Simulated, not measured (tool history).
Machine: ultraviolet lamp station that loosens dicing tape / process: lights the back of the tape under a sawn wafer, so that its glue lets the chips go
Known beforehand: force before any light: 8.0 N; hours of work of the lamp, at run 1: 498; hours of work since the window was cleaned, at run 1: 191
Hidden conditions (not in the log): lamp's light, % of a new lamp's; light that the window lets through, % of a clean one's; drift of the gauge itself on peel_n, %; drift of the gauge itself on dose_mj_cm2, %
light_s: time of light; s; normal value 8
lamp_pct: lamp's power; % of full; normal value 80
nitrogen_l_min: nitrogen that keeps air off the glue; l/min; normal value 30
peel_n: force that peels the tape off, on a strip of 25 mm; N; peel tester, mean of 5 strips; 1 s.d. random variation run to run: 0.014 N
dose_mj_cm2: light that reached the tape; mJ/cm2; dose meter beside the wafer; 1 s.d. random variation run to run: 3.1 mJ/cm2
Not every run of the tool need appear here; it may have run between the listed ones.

run,hour,light_s,lamp_pct,nitrogen_l_min,hours of work of the lamp,hours of work since the window was cleaned,peel_n,dose_mj_cm2
1,0.0,8,80,30,498,191,0.657,486
2,36.3,8,89,30,515,207,0.505,544
3,71.9,8,89,30,531,223,0.520,537
4,92.4,6,80,30,540,232,1.137,366
5,116.8,8,80,23,551,243,0.730,483
# hour 127.5: window cleaned of glue's vapour
6,138.0,8,80,23,560,5,0.768,483
7,157.7,8,80,23,569,14,0.751,482
8,185.1,8,80,23,581,26,0.753,484
9,222.0,8,80,23,597,42,0.735,490
10,256.9,11,80,23,613,58,0.398,666
11,275.9,8,65,17,622,66,1.350,392
12,295.2,8,65,22,630,75,1.150,397
13,323.7,7,80,22,643,88,0.989,430
14,360.7,7,80,12,659,104,1.368,427
15,391.7,4,91,43,673,118,1.519,279
16,409.2,9,87,20,681,126,0.554,588
17,441.0,6,64,20,695,140,1.938,293
18,478.4,12,64,20,712,157,0.566,586
19,497.0,5,70,19,720,165,2.263,268
20,515.5,5,98,16,729,174,1.530,374

What differs in the tool's unlogged condition from the final listed run ahead of each entry between runs to the first listed run following it?
Between runs 5 and 6: window cleaned of glue's vapour (hour 127.5)
  lamp's light, % of a new lamp's: 100 -> 99.9; light that the window lets through, % of a clean one's: 99.9 -> 100
